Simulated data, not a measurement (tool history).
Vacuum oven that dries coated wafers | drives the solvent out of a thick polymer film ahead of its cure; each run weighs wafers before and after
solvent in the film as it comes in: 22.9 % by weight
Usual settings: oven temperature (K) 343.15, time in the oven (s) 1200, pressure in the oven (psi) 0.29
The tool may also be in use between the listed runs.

Run 1, hour 0: usual settings. Result: solvent left in the film (%) 1.44.
Run 2, hour 48.8: usual settings. Result: solvent left in the film (%) 1.41.
Run 3, hour 109.1: usual settings. Result: solvent left in the film (%) 1.21.
Run 4, hour 163.1: usual settings. Result: solvent left in the film (%) 1.43.
Run 5, hour 199.7: usual settings but pressure in the oven (psi) 0.267. Result: solvent left in the film (%) 1.31.
Run 6, hour 267.8: usual settings but pressure in the oven (psi) 0.267. Result: solvent left in the film (%) 1.3.
Run 7, hour 310.6: usual settings but pressure in the oven (psi) 0.267. Result: solvent left in the film (%) 1.34.
Run 8, hour 342.2: usual settings but pressure in the oven (psi) 0.267. Result: solvent left in the film (%) 1.34.
Run 9, hour 377.8: usual settings but time in the oven (s) 1920. Result: solvent left in the film (%) 0.75.
Run 10, hour 432.6: usual settings but time in the oven (s) 1920. Result: solvent left in the film (%) 0.8.
Run 11, hour 465: usual settings but pressure in the oven (psi) 0.357. Result: solvent left in the film (%) 1.48.
Run 12, hour 496.4: usual settings. Result: solvent left in the film (%) 1.31.
Run 13, hour 525.4: usual settings but time in the oven (s) 960. Result: solvent left in the film (%) 1.96.
Run 14, hour 564.8: usual settings but time in the oven (s) 960. Result: solvent left in the film (%) 1.97.
Run 15, hour 617.9: usual settings but pressure in the oven (psi) 0.49. Result: solvent left in the film (%) 1.7.
Run 16, hour 672.3: usual settings but pressure in the oven (psi) 0.49. Result: solvent left in the film (%) 1.8.
Run 17, hour 704.4: usual settings but pressure in the oven (psi) 0.49. Result: solvent left in the film (%) 1.72.
Run 18, hour 763.7: usual settings but time in the oven (s) 840. Result: solvent left in the film (%) 2.4.
Run 19, hour 796.8: usual settings but time in the oven (s) 840. Result: solvent left in the film (%) 2.42.
Run 20, hour 834.8: usual settings but time in the oven (s) 840. Result: solvent left in the film (%) 2.44.
Run 21, hour 877.4: usual settings but oven temperature (K) 358.15, time in the oven (s) 840. Result: solvent left in the film (%) 0.38.
Run 22, hour 917.9: usual settings but oven temperature (K) 358.15, time in the oven (s) 840. Result: solvent left in the film (%) 0.39.
Run 23, hour 983.8: usual settings but oven temperature (K) 332.15, time in the oven (s) 840. Result: solvent left in the film (%) 6.8.
Run 24, hour 1013.1: usual settings but oven temperature (K) 352.15, time in the oven (s) 1140, pressure in the oven (psi) 0.611. Result: solvent left in the film (%) 1.01.
Run 25, hour 1045.8: usual settings but oven temperature (K) 352.15, time in the oven (s) 1140, pressure in the oven (psi) 0.611. Result: solvent left in the film (%) 0.99.
At hour 1103: vacuum gauge cleaned of residue and calibrated.
Run 26, hour 1104.1: usual settings but oven temperature (K) 352.15, time in the oven (s) 1140, pressure in the oven (psi) 0.611. Result: solvent left in the film (%) 0.9.
Run 27, hour 1150.7: usual settings but time in the oven (s) 960. Result: solvent left in the film (%) 1.88.
Run 28, hour 1222: usual settings but oven temperature (K) 352.15, time in the oven (s) 1920. Result: solvent left in the film (%) 0.49.
Run 29, hour 1285.8: usual settings but oven temperature (K) 329.15. Result: solvent left in the film (%) 5.91.
Run 30, hour 1352.8: usual settings but oven temperature (K) 351.15, time in the oven (s) 1860, pressure in the oven (psi) 0.853. Result: solvent left in the film (%) 1.29.
Run 31, hour 1402.1: usual settings but oven temperature (K) 351.15, time in the oven (s) 1860, pressure in the oven (psi) 0.853. Result: solvent left in the film (%) 1.26.
Run 32, hour 1457.7: usual settings but oven temperature (K) 357.15, pressure in the oven (psi) 0.788. Result: solvent left in the film (%) 0.99.
Run 33, hour 1512.3: usual settings but oven temperature (K) 355.15, time in the oven (s) 1080, pressure in the oven (psi) 0.426. Result: solvent left in the film (%) 0.53.
Run 34, hour 1568.3: usual settings but oven temperature (K) 328.15, time in the oven (s) 1080, pressure in the oven (psi) 0.818. Result: solvent left in the film (%) 8.54.
Run 35, hour 1639.2: usual settings but oven temperature (K) 337.15, time in the oven (s) 1980, pressure in the oven (psi) 0.265. Result: solvent left in the film (%) 1.17.
Run 36, hour 1686.6: usual settings but oven temperature (K) 337.15, time in the oven (s) 1980, pressure in the oven (psi) 0.265. Result: solvent left in the film (%) 1.1.
At hour 1741.2: oven's thermocouples calibrated.
Run 37, hour 1759.7: usual settings but oven temperature (K) 337.15, time in the oven (s) 1980, pressure in the oven (psi) 0.265. Result: solvent left in the film (%) 1.52.
Run 38, hour 1819.2: usual settings but oven temperature (K) 337.15, time in the oven (s) 1980, pressure in the oven (psi) 0.265. Result: solvent left in the film (%) 1.6.
Run 39, hour 1878: usual settings but oven temperature (K) 349.15, pressure in the oven (psi) 0.154. Result: solvent left in the film (%) 0.49.
Run 40, hour 1936.9: usual settings but oven temperature (K) 338.15, time in the oven (s) 780, pressure in the oven (psi) 0.16. Result: solvent left in the film (%) 5.14.
Run 41, hour 1984.5: usual settings but oven temperature (K) 334.15, time in the oven (s) 960, pressure in the oven (psi) 0.419. Result: solvent left in the film (%) 6.3.
Run 42, hour 2020.8: usual settings but time in the oven (s) 1740. Result: solvent left in the film (%) 1.03.
Run 43, hour 2054.4: usual settings but oven temperature (K) 336.15, time in the oven (s) 1020, pressure in the oven (psi) 0.199. Result: solvent left in the film (%) 4.35.
Run 44, hour 2118.6: usual settings but oven temperature (K) 341.15, time in the oven (s) 780, pressure in the oven (psi) 0.528. Result: solvent left in the film (%) 4.44.
Run 45, hour 2172.4: usual settings but oven temperature (K) 341.15, time in the oven (s) 780, pressure in the oven (psi) 0.528. Result: solvent left in the film (%) 4.59.
Run 46, hour 2202.9: usual settings but oven temperature (K) 356.15, time in the oven (s) 1440. Result: solvent left in the film (%) 0.41.

4 ways to go on from here, each from the tool as it stands after run 46. What would each give?
Run A, hour 2251.2: usual settings but oven temperature (K) 335.15, time in the oven (s) 1500, pressure in the oven (psi) 0.833. Result: solvent left in the film (%) ?.
Run B, hour 2251.2: usual settings but time in the oven (s) 1440. Result: solvent left in the film (%) ?.
Run C, hour 2251.2: usual settings but oven temperature (K) 332.15, time in the oven (s) 1440, pressure in the oven (psi) 0.615. Result: solvent left in the film (%) ?.
Run D, hour 2251.2: usual settings but oven temperature (K) 356.15, pressure in the oven (psi) 0.808. Result: solvent left in the film (%) ?.

run  solvent left in the film (%)
  A                           4.7
  B                          1.29
  C                          5.43
  D                          1.14
Without the tool's hidden state the same runs would have given:
run  solvent left in the film (%)
  A                           4.8
  B                          1.31
  C                          5.55
  D                          1.14

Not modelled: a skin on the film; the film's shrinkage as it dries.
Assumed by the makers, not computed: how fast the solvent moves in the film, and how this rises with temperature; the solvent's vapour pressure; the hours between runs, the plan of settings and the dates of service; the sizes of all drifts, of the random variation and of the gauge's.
